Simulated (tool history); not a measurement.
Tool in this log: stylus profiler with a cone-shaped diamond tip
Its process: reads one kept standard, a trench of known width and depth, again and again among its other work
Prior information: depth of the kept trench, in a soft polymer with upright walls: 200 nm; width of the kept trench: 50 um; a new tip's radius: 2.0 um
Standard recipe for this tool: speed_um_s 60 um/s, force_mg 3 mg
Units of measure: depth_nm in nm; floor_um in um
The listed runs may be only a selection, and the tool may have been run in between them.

{"run": 1, "hour": 0.0, "speed_um_s": 60, "force_mg": 3, "depth_nm": 204.01, "floor_um": 47.72}
{"run": 2, "hour": 27.8, "speed_um_s": 60, "force_mg": 3, "depth_nm": 204.17, "floor_um": 47.69}
{"run": 3, "hour": 43.2, "speed_um_s": 101, "force_mg": 3, "depth_nm": 203.91, "floor_um": 47.54}
{"run": 4, "hour": 56.9, "speed_um_s": 101, "force_mg": 3, "depth_nm": 204.22, "floor_um": 47.53}
{"run": 5, "hour": 79.3, "speed_um_s": 101, "force_mg": 3, "depth_nm": 204.06, "floor_um": 47.51}
{"run": 6, "hour": 93.5, "speed_um_s": 24, "force_mg": 3.02, "depth_nm": 204.18, "floor_um": 47.82}
{"run": 7, "hour": 120.1, "speed_um_s": 129, "force_mg": 1.89, "depth_nm": 203.13, "floor_um": 47.27}
{"run": 8, "hour": 140.2, "speed_um_s": 42, "force_mg": 3.24, "depth_nm": 204.38, "floor_um": 47.71}
{"run": 9, "hour": 160.0, "speed_um_s": 90, "force_mg": 1.12, "depth_nm": 202.33, "floor_um": 47.32}
{"run": 10, "hour": 178.1, "speed_um_s": 90, "force_mg": 1.12, "depth_nm": 202.31, "floor_um": 47.3}

4 options for the next run, each taken on its own from the tool as it stands now. Forecast them:
{"run": "A", "hour": 195.2, "speed_um_s": 25, "force_mg": 3, "depth_nm": "?", "floor_um": "?"}
{"run": "B", "hour": 195.2, "speed_um_s": 58, "force_mg": 5.81, "depth_nm": "?", "floor_um": "?"}
{"run": "C", "hour": 195.2, "speed_um_s": 44, "force_mg": 3, "depth_nm": "?", "floor_um": "?"}
{"run": "D", "hour": 195.2, "speed_um_s": 41, "force_mg": 5.32, "depth_nm": "?", "floor_um": "?"}

run=A depth_nm=204.21 floor_um=47.79
run=B depth_nm=206.14 floor_um=47.73
run=C depth_nm=203.95 floor_um=47.68
run=D depth_nm=205.93 floor_um=47.82
Without the tool's unlogged condition, the same runs would have read:
run=A depth_nm=203.81 floor_um=48.18
run=B depth_nm=205.73 floor_um=48.12
run=C depth_nm=203.54 floor_um=48.07
run=D depth_nm=205.52 floor_um=48.21
